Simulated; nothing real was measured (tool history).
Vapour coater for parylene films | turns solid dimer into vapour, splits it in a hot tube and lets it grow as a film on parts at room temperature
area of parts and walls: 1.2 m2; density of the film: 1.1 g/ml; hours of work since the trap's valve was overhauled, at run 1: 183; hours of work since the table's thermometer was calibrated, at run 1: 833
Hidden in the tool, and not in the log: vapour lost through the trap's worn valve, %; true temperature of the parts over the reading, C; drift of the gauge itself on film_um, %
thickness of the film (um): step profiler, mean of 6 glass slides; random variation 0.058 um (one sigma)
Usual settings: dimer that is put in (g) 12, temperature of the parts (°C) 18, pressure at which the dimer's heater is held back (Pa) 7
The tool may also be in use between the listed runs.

run	hour	dimer that is put in (g)	temperature of the parts (°C)	pressure at which the dimer's heater is held back (Pa)	hours of work since the trap's valve was overhauled	hours of work since the table's thermometer was calibrated	thickness of the film (um)
1	0	12	18	7	183	833	6.78
2	59.6	19	18	7	232	881	10.76
3	102.2	12	23	7	266	915	5.96
4	150.2	12	23	7	305	954	5.9
5	218.2	12	23	7	360	1009	5.99
6	286.2	12	23	7	415	1064	5.89
7	315	12	23	7	438	1087	5.97
# hour 343.6: trap's valve overhauled
8	358.4	12	12	7	12	1119	7.81
9	398.8	12	12	7	45	1152	7.82
10	429.3	12	12	7	69	1176	7.86
11	483.4	12	12	7	113	1220	7.86
12	542	12	17	7	160	1267	6.94
13	596.6	12	17	7	204	1311	6.88
14	656.7	20	28	7.12	253	1360	9.08
15	701.3	20	12	2.21	289	1396	14.23
16	746.1	20	12	2.21	325	1432	14.29
17	807.5	20	12	2.21	375	1482	14.2
18	835.8	12	25	2.35	398	1505	6.57

Run 19 comes next. What will it give?
19	869.5	15	18	7	425	1532	?

Run 19 gave thickness of the film (um) 8.33.
Without the tool's hidden state the same run would have given thickness of the film (um) 8.63.
